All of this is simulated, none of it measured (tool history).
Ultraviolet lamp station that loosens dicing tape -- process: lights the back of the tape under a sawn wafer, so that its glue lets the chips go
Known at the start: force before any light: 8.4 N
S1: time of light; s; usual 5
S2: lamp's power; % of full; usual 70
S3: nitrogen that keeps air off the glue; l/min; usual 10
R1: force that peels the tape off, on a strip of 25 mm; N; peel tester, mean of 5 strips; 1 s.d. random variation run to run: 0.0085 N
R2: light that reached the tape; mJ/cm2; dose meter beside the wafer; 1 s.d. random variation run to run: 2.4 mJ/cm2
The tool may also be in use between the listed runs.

| run | hour | S1 | S2 | S3 | R1 | R2 |
|---|---|---|---|---|---|---|
| 1 | 0 | 5 | 70 | 10 | 0.39 | 254 |
| 2 | 4.1 | 5 | 81 | 10 | 0.305 | 292 |
| 3 | 10.1 | 5 | 81 | 10 | 0.301 | 287 |
| 4 | 18.4 | 5 | 81 | 3 | 0.513 | 286 |
| 5 | 26 | 5 | 81 | 3 | 0.522 | 293 |
| 6 | 32.5 | 5 | 81 | 3 | 0.498 | 286 |
| 7 | 40.8 | 5 | 73 | 5 | 0.495 | 259 |
| 8 | 46.8 | 4 | 80 | 14 | 0.419 | 227 |
| 9 | 52.1 | 7 | 80 | 6 | 0.247 | 400 |
|  | 53.2 | window cleaned of glue's vapour |
| 10 | 59.4 | 7 | 80 | 6 | 0.259 | 396 |
| 11 | 64.4 | 7 | 80 | 6 | 0.258 | 391 |
| 12 | 73.5 | 5 | 87 | 6 | 0.326 | 306 |

Consider 4 possible next runs. They are alternatives, not a sequence: every one starts from the tool as it was left by run 12. What does each give?
| A | 81.1 | 5 | 73 | 3 | ? | ? |
| B | 81.1 | 3 | 73 | 7 | ? | ? |
| C | 81.1 | 7 | 62 | 18 | ? | ? |
| D | 81.1 | 5 | 78 | 10 | ? | ? |

| run | R1 | R2 |
|---|---|---|
| A | 0.652 | 258 |
| B | 1.175 | 152 |
| C | 0.264 | 303 |
| D | 0.332 | 269 |
With the hidden condition removed and each run's random variation left untouched, the same runs would have given:
| run | R1 | R2 |
|---|---|---|
| A | 0.533 | 286 |
| B | 0.971 | 169 |
| C | 0.244 | 336 |
| D | 0.287 | 298 |

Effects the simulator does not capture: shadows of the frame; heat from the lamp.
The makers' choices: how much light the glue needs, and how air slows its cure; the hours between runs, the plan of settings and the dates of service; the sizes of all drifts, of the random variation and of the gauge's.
